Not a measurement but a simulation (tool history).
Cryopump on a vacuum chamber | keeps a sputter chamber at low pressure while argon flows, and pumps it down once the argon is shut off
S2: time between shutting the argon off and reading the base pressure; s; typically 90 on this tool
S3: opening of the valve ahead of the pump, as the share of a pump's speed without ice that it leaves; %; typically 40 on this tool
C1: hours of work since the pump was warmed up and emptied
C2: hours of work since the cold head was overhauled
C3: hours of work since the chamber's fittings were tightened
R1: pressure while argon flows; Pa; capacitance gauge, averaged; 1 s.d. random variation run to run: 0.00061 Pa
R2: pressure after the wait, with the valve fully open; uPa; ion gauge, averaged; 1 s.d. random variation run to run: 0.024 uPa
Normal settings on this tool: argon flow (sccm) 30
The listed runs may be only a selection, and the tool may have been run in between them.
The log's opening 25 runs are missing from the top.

{"run": 26, "day": 13.442, "argon flow (sccm)": 39, "S2": 36, "S3": 20, "C1": 205, "C2": 744, "C3": 263, "R1": 0.2303, "R2": 2.39}
{"run": 27, "day": 14.154, "argon flow (sccm)": 13, "S2": 23, "S3": 16, "C1": 220, "C2": 759, "C3": 278, "R1": 0.0963, "R2": 3.47}
{"run": 28, "day": 14.662, "argon flow (sccm)": 13, "S2": 23, "S3": 28, "C1": 231, "C2": 769, "C3": 289, "R1": 0.0555, "R2": 3.55}
{"run": 29, "day": 15.171, "argon flow (sccm)": 51, "S2": 23, "S3": 28, "C1": 241, "C2": 780, "C3": 300, "R1": 0.2192, "R2": 3.59}
{"run": 30, "day": 15.725, "argon flow (sccm)": 31, "S2": 45, "S3": 23, "C1": 253, "C2": 792, "C3": 312, "R1": 0.1605, "R2": 2.16}
{"run": 31, "day": 16.212, "argon flow (sccm)": 30, "S2": 90, "S3": 43, "C1": 263, "C2": 802, "C3": 322, "R1": 0.0864, "R2": 1.49}
{"run": 32, "day": 16.708, "argon flow (sccm)": 35, "S2": 28, "S3": 48, "C1": 274, "C2": 812, "C3": 332, "R1": 0.0893, "R2": 3.13}
{"run": 33, "day": 17.092, "argon flow (sccm)": 35, "S2": 28, "S3": 48, "C1": 282, "C2": 821, "C3": 340, "R1": 0.0894, "R2": 3.12}
{"run": 34, "day": 17.55, "argon flow (sccm)": 38, "S2": 229, "S3": 17, "C1": 292, "C2": 830, "C3": 350, "R1": 0.2663, "R2": 1.11}
{"run": 35, "day": 18.162, "argon flow (sccm)": 38, "S2": 229, "S3": 17, "C1": 305, "C2": 843, "C3": 363, "R1": 0.2689, "R2": 1.14}

Each row is a separate what-if for the run after 35, all from the same tool condition, not one after another. Results?
{"run": "A", "day": 18.721, "argon flow (sccm)": 24, "S2": 34, "S3": 29, "C1": 316, "C2": 855, "C3": 375, "R1": "?", "R2": "?"}
{"run": "B", "day": 18.721, "argon flow (sccm)": 13, "S2": 152, "S3": 17, "C1": 316, "C2": 855, "C3": 375, "R1": "?", "R2": "?"}
{"run": "C", "day": 18.721, "argon flow (sccm)": 38, "S2": 26, "S3": 17, "C1": 316, "C2": 855, "C3": 375, "R1": "?", "R2": "?"}

run=A R1=0.1007 R2=2.73
run=B R1=0.091 R2=1.29
run=C R1=0.2663 R2=3.34
The same runs, with their run-to-run variation unchanged, on a tool lacking any hidden condition would have given:
run=A R1=0.0962 R2=2.08
run=B R1=0.0886 R2=0.63
run=C R1=0.2592 R2=2.69
